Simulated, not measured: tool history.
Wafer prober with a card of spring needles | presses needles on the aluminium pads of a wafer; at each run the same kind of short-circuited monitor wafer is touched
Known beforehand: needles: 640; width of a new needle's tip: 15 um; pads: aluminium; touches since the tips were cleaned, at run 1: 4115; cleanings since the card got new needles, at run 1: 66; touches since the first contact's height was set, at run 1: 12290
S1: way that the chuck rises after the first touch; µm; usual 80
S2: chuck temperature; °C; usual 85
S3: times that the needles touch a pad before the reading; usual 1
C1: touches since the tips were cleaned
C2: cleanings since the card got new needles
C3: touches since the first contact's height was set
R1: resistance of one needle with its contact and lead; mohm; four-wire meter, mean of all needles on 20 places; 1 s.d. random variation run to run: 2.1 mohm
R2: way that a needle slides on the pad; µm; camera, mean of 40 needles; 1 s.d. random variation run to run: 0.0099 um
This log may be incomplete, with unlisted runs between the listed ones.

run 1 hour=0.0 | S1=80 S2=85 S3=1 | C1=4115 C2=66 C3=12290 | R1=234 R2=15.611
-- hour=9.0 tips cleaned on abrasive film
-- hour=30.9 tips cleaned on abrasive film
-- hour=52.0 tips cleaned on abrasive film
run 2 hour=55.7 | S1=80 S2=85 S3=1 | C1=1719 C2=69 C3=37817 | R1=232 R2=15.620
-- hour=72.4 tips cleaned on abrasive film
-- hour=94.0 tips cleaned on abrasive film
-- hour=115.7 tips cleaned on abrasive film
run 3 hour=118.8 | S1=69 S2=85 S3=1 | C1=1407 C2=72 C3=66718 | R1=237 R2=13.464
-- hour=136.5 tips cleaned on abrasive film
-- hour=157.8 tips cleaned on abrasive film
-- hour=179.2 tips cleaned on abrasive film
run 4 hour=183.1 | S1=69 S2=85 S3=1 | C1=1778 C2=75 C3=96206 | R1=234 R2=13.452
-- hour=200.1 tips cleaned on abrasive film
-- hour=217.9 tips cleaned on abrasive film
-- hour=239.3 tips cleaned on abrasive film
-- hour=239.6 height of the first contact set anew
run 5 hour=239.6 | S1=80 S2=85 S3=1 | C1=0 C2=78 C3=0 | R1=237 R2=15.598
-- hour=257.5 tips cleaned on abrasive film
run 6 hour=274.0 | S1=80 S2=85 S3=1 | C1=7601 C2=79 C3=15777 | R1=234 R2=15.621
-- hour=278.5 tips cleaned on abrasive film
-- hour=296.3 tips cleaned on abrasive film
-- hour=318.6 tips cleaned on abrasive film
run 7 hour=319.7 | S1=80 S2=85 S3=1 | C1=500 C2=82 C3=36716 | R1=234 R2=15.606
-- hour=337.6 tips cleaned on abrasive film
-- hour=359.6 tips cleaned on abrasive film
-- hour=380.4 tips cleaned on abrasive film
run 8 hour=387.6 | S1=80 S2=104 S3=1 | C1=3300 C2=85 C3=67852 | R1=237 R2=15.609
-- hour=400.2 tips cleaned on abrasive film
-- hour=421.8 tips cleaned on abrasive film
-- hour=439.7 tips cleaned on abrasive film
run 9 hour=449.9 | S1=96 S2=94 S3=1 | C1=4719 C2=88 C3=96423 | R1=235 R2=18.714
-- hour=458.0 tips cleaned on abrasive film
-- hour=478.2 tips cleaned on abrasive film
-- hour=497.5 tips cleaned on abrasive film
-- hour=506.7 height of the first contact set anew
-- hour=515.7 tips cleaned on abrasive film
run 10 hour=531.0 | S1=96 S2=94 S3=1 | C1=7073 C2=92 C3=11161 | R1=236 R2=18.730
-- hour=535.6 tips cleaned on abrasive film
-- hour=556.3 tips cleaned on abrasive film
run 11 hour=571.9 | S1=93 S2=85 S3=1 | C1=7176 C2=94 C3=29895 | R1=232 R2=18.153
-- hour=576.3 tips cleaned on abrasive film
-- hour=594.2 tips cleaned on abrasive film
-- hour=615.0 tips cleaned on abrasive film
-- hour=636.4 tips cleaned on abrasive film
run 12 hour=636.6 | S1=93 S2=85 S3=1 | C1=89 C2=98 C3=59520 | R1=231 R2=18.162
-- hour=654.4 tips cleaned on abrasive film
-- hour=672.3 tips cleaned on abrasive film
-- hour=693.2 tips cleaned on abrasive film
run 13 hour=698.1 | S1=79 S2=32 S3=2 | C1=2247 C2=101 C3=87711 | R1=226 R2=15.426
-- hour=715.5 tips cleaned on abrasive film
-- hour=736.5 tips cleaned on abrasive film
run 14 hour=744.9 | S1=79 S2=61 S3=2 | C1=3892 C2=103 C3=109190 | R1=228 R2=15.417
-- hour=758.2 tips cleaned on abrasive film
-- hour=775.8 height of the first contact set anew
-- hour=780.3 tips cleaned on abrasive film
-- hour=802.6 tips cleaned on abrasive film
-- hour=824.9 tips cleaned on abrasive film
run 15 hour=825.1 | S1=96 S2=61 S3=1 | C1=88 C2=107 C3=22571 | R1=225 R2=18.723
-- hour=847.0 tips cleaned on abrasive film
-- hour=867.3 tips cleaned on abrasive film
-- hour=887.9 tips cleaned on abrasive film
run 16 hour=894.0 | S1=96 S2=40 S3=1 | C1=2846 C2=110 C3=54196 | R1=224 R2=18.726

What if the next run were any one of these 4? Each begins from the tool's condition after run 16:
-- hour=906.9 tips cleaned on abrasive film
-- hour=924.7 tips cleaned on abrasive film
run A hour=941.7 | S1=73 S2=85 S3=1 | C1=7804 C2=112 C3=76055 | R1=? R2=?
-- hour=906.9 tips cleaned on abrasive film
-- hour=924.7 tips cleaned on abrasive film
run B hour=941.7 | S1=81 S2=40 S3=1 | C1=7804 C2=112 C3=76055 | R1=? R2=?
-- hour=906.9 tips cleaned on abrasive film
-- hour=924.7 tips cleaned on abrasive film
run C hour=941.7 | S1=66 S2=89 S3=2 | C1=7804 C2=112 C3=76055 | R1=? R2=?
-- hour=906.9 tips cleaned on abrasive film
-- hour=924.7 tips cleaned on abrasive film
run D hour=941.7 | S1=78 S2=40 S3=1 | C1=7804 C2=112 C3=76055 | R1=? R2=?

run=A R1=237 R2=14.252
run=B R1=225 R2=15.794
run=C R1=239 R2=12.879
run=D R1=224 R2=15.207
With the hidden condition removed and each run's random variation left untouched, the same runs would have given:
run=A R1=237 R2=14.254
run=B R1=224 R2=15.796
run=C R1=239 R2=12.881
run=D R1=224 R2=15.210

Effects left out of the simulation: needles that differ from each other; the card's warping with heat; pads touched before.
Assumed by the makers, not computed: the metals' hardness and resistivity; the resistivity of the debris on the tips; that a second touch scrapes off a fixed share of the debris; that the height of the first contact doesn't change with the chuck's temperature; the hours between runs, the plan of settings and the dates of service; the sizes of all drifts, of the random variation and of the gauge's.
